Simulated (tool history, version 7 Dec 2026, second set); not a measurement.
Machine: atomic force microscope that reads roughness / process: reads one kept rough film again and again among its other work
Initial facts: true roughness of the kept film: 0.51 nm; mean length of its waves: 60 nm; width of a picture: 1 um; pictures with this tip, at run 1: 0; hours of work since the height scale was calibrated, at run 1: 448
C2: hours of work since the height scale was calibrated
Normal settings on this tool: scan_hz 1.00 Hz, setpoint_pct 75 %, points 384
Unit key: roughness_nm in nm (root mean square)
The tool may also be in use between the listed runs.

Run 1, hour 0.0: usual settings; pictures with this tip 0; C2 448. Result: roughness_nm 0.4730 nm (root mean square).
Run 2, hour 21.5: usual settings; pictures with this tip 19; C2 457. Result: roughness_nm 0.4726 nm (root mean square).
Run 3, hour 72.2: usual settings; pictures with this tip 65; C2 479. Result: roughness_nm 0.4726 nm (root mean square).
Run 4, hour 113.7: usual settings; pictures with this tip 103; C2 497. Result: roughness_nm 0.4712 nm (root mean square).
Run 5, hour 146.3: usual settings; pictures with this tip 132; C2 511. Result: roughness_nm 0.4704 nm (root mean square).
Run 6, hour 193.6: usual settings; pictures with this tip 175; C2 532. Result: roughness_nm 0.4701 nm (root mean square).
Run 7, hour 245.5: usual settings; pictures with this tip 222; C2 554. Result: roughness_nm 0.4692 nm (root mean square).
Run 8, hour 289.4: usual settings; pictures with this tip 262; C2 574. Result: roughness_nm 0.4704 nm (root mean square).
Run 9, hour 335.7: usual settings; pictures with this tip 304; C2 594. Result: roughness_nm 0.4697 nm (root mean square).
Run 10, hour 368.3: usual settings; pictures with this tip 334; C2 608. Result: roughness_nm 0.4698 nm (root mean square).
At hour 381.7: new tip fitted.
Run 11, hour 406.0: usual settings; pictures with this tip 23; C2 624. Result: roughness_nm 0.4712 nm (root mean square).
Run 12, hour 454.9: usual settings; pictures with this tip 67; C2 645. Result: roughness_nm 0.4716 nm (root mean square).
Run 13, hour 490.1: usual settings; pictures with this tip 99; C2 661. Result: roughness_nm 0.4699 nm (root mean square).
Run 14, hour 512.8: usual settings but points 287; pictures with this tip 119; C2 671. Result: roughness_nm 0.4698 nm (root mean square).
Run 15, hour 560.4: usual settings but points 287; pictures with this tip 163; C2 691. Result: roughness_nm 0.4690 nm (root mean square).
Run 16, hour 591.4: usual settings but points 287; pictures with this tip 191; C2 705. Result: roughness_nm 0.4685 nm (root mean square).
Run 17, hour 612.9: usual settings but scan_hz 3.25 Hz, setpoint_pct 89 %, points 287; pictures with this tip 210; C2 714. Result: roughness_nm 0.3470 nm (root mean square).
Run 18, hour 645.8: usual settings but setpoint_pct 71 %, points 363; pictures with this tip 240; C2 729. Result: roughness_nm 0.4748 nm (root mean square).
Run 19, hour 682.2: usual settings but scan_hz 0.55 Hz, setpoint_pct 74 %, points 851; pictures with this tip 273; C2 744. Result: roughness_nm 0.4849 nm (root mean square).
Run 20, hour 725.3: usual settings but scan_hz 0.85 Hz; pictures with this tip 312; C2 763. Result: roughness_nm 0.4728 nm (root mean square).
At hour 760.4: new tip fitted.
Run 21, hour 760.4: usual settings but scan_hz 1.28 Hz, setpoint_pct 73 %, points 407; pictures with this tip 0; C2 778. Result: roughness_nm 0.4666 nm (root mean square).
Run 22, hour 788.1: usual settings but scan_hz 1.28 Hz, setpoint_pct 73 %, points 407; pictures with this tip 25; C2 790. Result: roughness_nm 0.4682 nm (root mean square).
Run 23, hour 814.2: usual settings but scan_hz 1.66 Hz, setpoint_pct 58 %, points 965; pictures with this tip 49; C2 802. Result: roughness_nm 0.4851 nm (root mean square).
Run 24, hour 847.1: usual settings but scan_hz 1.91 Hz, points 547; pictures with this tip 78; C2 816. Result: roughness_nm 0.4453 nm (root mean square).
Run 25, hour 889.6: usual settings but scan_hz 0.77 Hz; pictures with this tip 117; C2 835. Result: roughness_nm 0.4766 nm (root mean square).
Run 26, hour 925.5: usual settings but scan_hz 2.18 Hz, setpoint_pct 58 %; pictures with this tip 150; C2 850. Result: roughness_nm 0.4753 nm (root mean square).
Run 27, hour 949.5: usual settings but scan_hz 2.18 Hz, setpoint_pct 58 %; pictures with this tip 171; C2 861. Result: roughness_nm 0.4768 nm (root mean square).

Run 28, settings as shown, results not yet in. Your forecast:
Run 28, hour 983.3: usual settings but scan_hz 1.12 Hz, setpoint_pct 56 %, points 625; pictures with this tip 202; C2 875. Result: roughness_nm ?.

roughness_nm: 0.4896 nm (root mean square)
With no hidden state in the tool, this same run would have given roughness_nm 0.4955 nm (root mean square).
